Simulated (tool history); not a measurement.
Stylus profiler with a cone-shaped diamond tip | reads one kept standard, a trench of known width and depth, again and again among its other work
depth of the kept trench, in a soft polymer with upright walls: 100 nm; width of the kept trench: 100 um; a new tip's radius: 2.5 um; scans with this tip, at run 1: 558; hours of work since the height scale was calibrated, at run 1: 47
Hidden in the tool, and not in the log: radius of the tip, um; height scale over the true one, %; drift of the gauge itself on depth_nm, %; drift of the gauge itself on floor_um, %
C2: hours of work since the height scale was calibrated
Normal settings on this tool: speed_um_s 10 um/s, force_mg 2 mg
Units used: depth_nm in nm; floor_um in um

Run 1, hour 0: usual settings; scans with this tip 558; C2 47. Result: depth_nm 100.58 nm, floor_um 98.53 um.
Run 2, hour 41.2: usual settings; scans with this tip 816; C2 69. Result: depth_nm 100.57 nm, floor_um 98.56 um.
Run 3, hour 66.2: usual settings; scans with this tip 973; C2 82. Result: depth_nm 100.6 nm, floor_um 98.59 um.
Run 4, hour 104.3: usual settings; scans with this tip 1212; C2 103. Result: depth_nm 100.59 nm, floor_um 98.55 um.
Run 5, hour 136.5: usual settings; scans with this tip 1414; C2 120. Result: depth_nm 100.6 nm, floor_um 98.55 um.
Run 6, hour 158.7: usual settings; scans with this tip 1552; C2 132. Result: depth_nm 100.57 nm, floor_um 98.54 um.
Run 7, hour 187.6: usual settings but force_mg 1.08 mg; scans with this tip 1734; C2 147. Result: depth_nm 100.39 nm, floor_um 98.53 um.
Run 8, hour 232.9: usual settings but force_mg 1.08 mg; scans with this tip 2018; C2 171. Result: depth_nm 100.4 nm, floor_um 98.53 um.
Run 9, hour 258.2: usual settings; scans with this tip 2176; C2 184. Result: depth_nm 100.6 nm, floor_um 98.5 um.
Run 10, hour 299.8: usual settings but force_mg 2.59 mg; scans with this tip 2437; C2 207. Result: depth_nm 100.7 nm, floor_um 98.54 um.
Run 11, hour 334.4: usual settings but force_mg 1.83 mg; scans with this tip 2654; C2 225. Result: depth_nm 100.57 nm, floor_um 98.52 um.
Run 12, hour 379.2: usual settings; scans with this tip 2935; C2 249. Result: depth_nm 100.58 nm, floor_um 98.51 um.
Run 13, hour 414.8: usual settings but force_mg 1.66 mg; scans with this tip 3158; C2 268. Result: depth_nm 100.53 nm, floor_um 98.5 um.
Run 14, hour 442.6: usual settings but speed_um_s 18 um/s; scans with this tip 3332; C2 282. Result: depth_nm 100.61 nm, floor_um 98.5 um.
Run 15, hour 474.4: usual settings but force_mg 1.95 mg; scans with this tip 3531; C2 299. Result: depth_nm 100.6 nm, floor_um 98.53 um.
Run 16, hour 498.4: usual settings; scans with this tip 3682; C2 312. Result: depth_nm 100.63 nm, floor_um 98.5 um.
Run 17, hour 530.3: usual settings; scans with this tip 3881; C2 329. Result: depth_nm 100.63 nm, floor_um 98.52 um.
Run 18, hour 558.4: usual settings; scans with this tip 4057; C2 344. Result: depth_nm 100.65 nm, floor_um 98.52 um.
Run 19, hour 580.8: usual settings but speed_um_s 19 um/s; scans with this tip 4198; C2 356. Result: depth_nm 100.61 nm, floor_um 98.45 um.
At hour 584.2: height scale calibrated on a step standard.
Run 20, hour 626.3: usual settings but speed_um_s 19 um/s; scans with this tip 4480; C2 22. Result: depth_nm 100.63 nm, floor_um 98.49 um.
Run 21, hour 668.4: usual settings but speed_um_s 19 um/s; scans with this tip 4743; C2 45. Result: depth_nm 100.69 nm, floor_um 98.43 um.
At hour 707.8: height scale calibrated on a step standard, once more.
Run 22, hour 708: usual settings but speed_um_s 19 um/s; scans with this tip 4988; C2 0. Result: depth_nm 100.5 nm, floor_um 98.5 um.
Run 23, hour 751.8: usual settings but speed_um_s 19 um/s; scans with this tip 5263; C2 23. Result: depth_nm 100.54 nm, floor_um 98.43 um.
Run 24, hour 789.5: usual settings but speed_um_s 9 um/s; scans with this tip 5499; C2 43. Result: depth_nm 100.55 nm, floor_um 98.48 um.
Run 25, hour 825.9: usual settings but speed_um_s 3 um/s, force_mg 4.99 mg; scans with this tip 5727; C2 63. Result: depth_nm 101.01 nm, floor_um 98.53 um.
Run 26, hour 864.7: usual settings but speed_um_s 11 um/s; scans with this tip 5970; C2 83. Result: depth_nm 100.55 nm, floor_um 98.53 um.
Run 27, hour 883.7: usual settings but speed_um_s 11 um/s; scans with this tip 6090; C2 93. Result: depth_nm 100.54 nm, floor_um 98.53 um.
Run 28, hour 908.1: usual settings but speed_um_s 22 um/s, force_mg 1.21 mg; scans with this tip 6242; C2 106. Result: depth_nm 100.38 nm, floor_um 98.46 um.
Run 29, hour 944.9: usual settings but speed_um_s 25 um/s, force_mg 2.05 mg; scans with this tip 6473; C2 126. Result: depth_nm 100.52 nm, floor_um 98.43 um.
Run 30, hour 968.3: usual settings but speed_um_s 2 um/s, force_mg 2.33 mg; scans with this tip 6620; C2 138. Result: depth_nm 100.63 nm, floor_um 98.51 um.
Run 31, hour 992.9: usual settings but speed_um_s 13 um/s, force_mg 4.51 mg; scans with this tip 6774; C2 151. Result: depth_nm 100.98 nm, floor_um 98.44 um.
Run 32, hour 1034: usual settings but speed_um_s 13 um/s, force_mg 4.51 mg; scans with this tip 7031; C2 173. Result: depth_nm 100.95 nm, floor_um 98.49 um.
Run 33, hour 1067.1: usual settings but speed_um_s 13 um/s, force_mg 4.51 mg; scans with this tip 7238; C2 191. Result: depth_nm 100.96 nm, floor_um 98.42 um.
Run 34, hour 1097: usual settings but force_mg 3.13 mg; scans with this tip 7426; C2 207. Result: depth_nm 100.76 nm, floor_um 98.44 um.
Run 35, hour 1117.2: usual settings but speed_um_s 3 um/s, force_mg 0.83 mg; scans with this tip 7553; C2 217. Result: depth_nm 100.34 nm, floor_um 98.46 um.
Run 36, hour 1155.9: usual settings but speed_um_s 3 um/s, force_mg 0.83 mg; scans with this tip 7795; C2 238. Result: depth_nm 100.32 nm, floor_um 98.5 um.
Run 37, hour 1188.3: usual settings but speed_um_s 3 um/s, force_mg 0.83 mg; scans with this tip 7998; C2 255. Result: depth_nm 100.29 nm, floor_um 98.46 um.
Run 38, hour 1232.5: usual settings but speed_um_s 4 um/s, force_mg 0.68 mg; scans with this tip 8275; C2 279. Result: depth_nm 100.28 nm, floor_um 98.47 um.
Run 39, hour 1272: usual settings but speed_um_s 2 um/s, force_mg 2.03 mg; scans with this tip 8522; C2 300. Result: depth_nm 100.58 nm, floor_um 98.48 um.
Run 40, hour 1298.7: usual settings but speed_um_s 2 um/s, force_mg 2.03 mg; scans with this tip 8690; C2 314. Result: depth_nm 100.57 nm, floor_um 98.46 um.
Run 41, hour 1319.3: usual settings but speed_um_s 2 um/s, force_mg 2.03 mg; scans with this tip 8819; C2 325. Result: depth_nm 100.58 nm, floor_um 98.49 um.
Run 42, hour 1352.5: usual settings but speed_um_s 2 um/s, force_mg 2.03 mg; scans with this tip 9027; C2 342. Result: depth_nm 100.59 nm, floor_um 98.49 um.
Run 43, hour 1397.2: usual settings but speed_um_s 13 um/s, force_mg 4.22 mg; scans with this tip 9307; C2 366. Result: depth_nm 100.97 nm, floor_um 98.41 um.
Run 44, hour 1435.8: usual settings but speed_um_s 38 um/s, force_mg 0.77 mg; scans with this tip 9549; C2 387. Result: depth_nm 100.33 nm, floor_um 98.27 um.
Run 45, hour 1477.4: usual settings but speed_um_s 2 um/s, force_mg 0.8 mg; scans with this tip 9809; C2 409. Result: depth_nm 100.32 nm, floor_um 98.47 um.
Run 46, hour 1507.2: usual settings but speed_um_s 24 um/s, force_mg 5.81 mg; scans with this tip 9996; C2 425. Result: depth_nm 101.18 nm, floor_um 98.44 um.

Branching from run 46: 3 alternative next runs. What would each branch give?
Run A, hour 1552.8: usual settings but force_mg 5.81 mg; scans with this tip 10282; C2 449. Result: depth_nm ?, floor_um ?.
Run B, hour 1552.8: usual settings but speed_um_s 6 um/s; scans with this tip 10282; C2 449. Result: depth_nm ?, floor_um ?.
Run C, hour 1552.8: usual settings but speed_um_s 8 um/s, force_mg 0.83 mg; scans with this tip 10282; C2 449. Result: depth_nm ?, floor_um ?.

run  depth_nm  floor_um
  A    101.19     98.44
  B    100.59     98.44
  C    100.36     98.44
With the hidden condition removed and each run's random variation left untouched, the same runs would have given:
run  depth_nm  floor_um
  A    101.15     98.57
  B    100.56     98.56
  C    100.33     98.56

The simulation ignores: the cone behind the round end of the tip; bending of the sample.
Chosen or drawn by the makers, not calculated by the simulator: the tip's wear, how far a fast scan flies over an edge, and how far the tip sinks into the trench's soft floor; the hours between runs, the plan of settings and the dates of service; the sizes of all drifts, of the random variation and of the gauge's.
